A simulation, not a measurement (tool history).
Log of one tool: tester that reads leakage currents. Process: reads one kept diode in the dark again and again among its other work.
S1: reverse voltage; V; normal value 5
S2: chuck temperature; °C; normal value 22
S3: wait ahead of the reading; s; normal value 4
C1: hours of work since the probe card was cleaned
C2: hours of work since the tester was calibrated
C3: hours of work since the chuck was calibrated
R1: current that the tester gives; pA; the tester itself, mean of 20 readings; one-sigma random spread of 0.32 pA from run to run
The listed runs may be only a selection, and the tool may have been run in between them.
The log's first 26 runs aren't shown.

run,hour,S1,S2,S3,C1,C2,C3,R1
27,5325.2,2.07,22,2.41,1195,342,906,71.81
28,5470.2,14.75,26,0.37,1275,421,986,298.02
29,5579.9,12.7,49,2.44,1335,482,1046,1799.33
# hour 5644.4: chuck's temperature calibrated
30,5799.3,7.46,33,4.34,1454,601,85,350.53
31,5920.4,7.46,20,6.86,1520,667,151,112.88
32,6141.4,7.46,22,6.86,1642,788,273,136.86
33,6259.3,5,27,1.7,1706,853,337,174.16
34,6408.1,5,27,1.7,1788,935,419,175.34

Alternative continuations, all from the tool just after run 34; predict every row:
A,6618.4,15,27,1.23,1903,1050,534,?
B,6618.4,11.22,28,5.79,1903,1050,534,?
C,6618.4,12.67,21,0.38,1903,1050,534,?

run,R1
A,320.93
B,295.34
C,174.82
What these runs would have given with no unlogged condition in the tool:
run,R1
A,295.99
B,273.29
C,159.61

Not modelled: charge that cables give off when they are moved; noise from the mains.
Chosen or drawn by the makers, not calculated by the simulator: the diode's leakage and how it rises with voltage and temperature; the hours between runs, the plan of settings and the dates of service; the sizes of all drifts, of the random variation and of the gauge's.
